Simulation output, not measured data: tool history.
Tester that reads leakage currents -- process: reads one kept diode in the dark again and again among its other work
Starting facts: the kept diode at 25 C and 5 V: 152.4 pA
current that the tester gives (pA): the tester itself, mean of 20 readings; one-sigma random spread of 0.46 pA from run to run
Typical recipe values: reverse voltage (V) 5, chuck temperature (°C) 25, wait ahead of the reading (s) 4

run    hour  reverse voltage (V)  chuck temperature (°C)  wait ahead of the reading (s)  current that the tester gives (pA)
  1       0                    5                      25                              4                               153.1
  2    63.9                    5                      25                              4                              152.88
      145.3  -- probe card cleaned and baked
  3   191.6                    5                      50                              4                             1124.04
  4   288.9                    5                      50                              4                             1113.69
  5     398                    5                      50                              4                             1115.03
  6   544.4                  4.1                      50                              4                              1010.6
  7   639.7                  4.1                      50                              4                             1014.75
  8     761                  4.1                      50                              4                             1005.07
  9   892.5                  4.1                      50                              4                             1006.88
 10  1019.5                    5                      25                              4                              153.26
     1069.2  -- probe card cleaned and baked, once more
 11    1153                    5                      36                              4                              365.46
 12    1276                    5                      36                           1.14                              366.03
 13  1376.6                    5                      36                           1.14                              365.51
 14    1530                    5                      25                              4                              142.99
     1553.4  -- chuck's temperature calibrated
 15  1640.9                    5                      25                              4                              152.04
 16  1733.5                    5                      25                              4                              151.96
 17  1836.6                    5                      25                              4                              152.79
 18  1944.6                    5                      39                              4                              485.84
 19  2025.6                    5                      39                              4                              483.79
 20  2146.3                    5                      39                              4                              483.83
 21  2244.1                    5                      39                              4                              484.09
 22  2320.2                    5                      51                           0.79                             1214.31
 23  2396.9                  2.8                      36                           2.86                              284.83
 24  2504.4                 2.53                      36                           0.34                              272.84
 25  2623.1                 1.59                      28                           0.37                              112.01
 26    2750                 1.07                      24                           0.92                               64.81
 27  2883.6                    5                      45                            1.7                              758.33
 28  2989.2                 1.25                      27                            1.7                               90.46
 29  3054.1                 1.25                      27                            1.7                               90.36
 30  3126.2                    5                      29                           2.13                              208.88
 31  3228.2                    5                      29                           2.13                              209.72
 32  3330.2                    5                      29                           2.13                              208.68
 33  3431.9                 9.02                      32                            0.4                              360.11
 34  3548.9                  4.9                      25                           7.73                              146.45
 35  3671.6                19.36                      38                              4                              837.77
 36  3735.2                19.36                      38                              4                              844.02
 37  3851.5                13.75                      34                            0.5                               514.8
 38  3961.9                 4.94                      25                              4                              145.57
 39  4096.8                14.74                      25                           5.67                               251.8
 40  4201.7                 3.19                      23                           5.67                               98.98

What if the next run were any one of these 3? Each begins from the tool's condition after run 40:
     4217.1  -- chuck's temperature calibrated
  A  4323.2                  3.2                      41                           5.67                                   ?
     4217.1  -- chuck's temperature calibrated
  B  4323.2                 3.68                      36                            3.1                                   ?
     4217.1  -- chuck's temperature calibrated
  C  4323.2                 1.31                      58                           1.24                                   ?

run  current that the tester gives (pA)
  A                              458.85
  B                              330.31
  C                             1063.98
Without the tool's hidden state the same runs would have given:
run  current that the tester gives (pA)
  A                              462.21
  B                               331.6
  C                             1077.14

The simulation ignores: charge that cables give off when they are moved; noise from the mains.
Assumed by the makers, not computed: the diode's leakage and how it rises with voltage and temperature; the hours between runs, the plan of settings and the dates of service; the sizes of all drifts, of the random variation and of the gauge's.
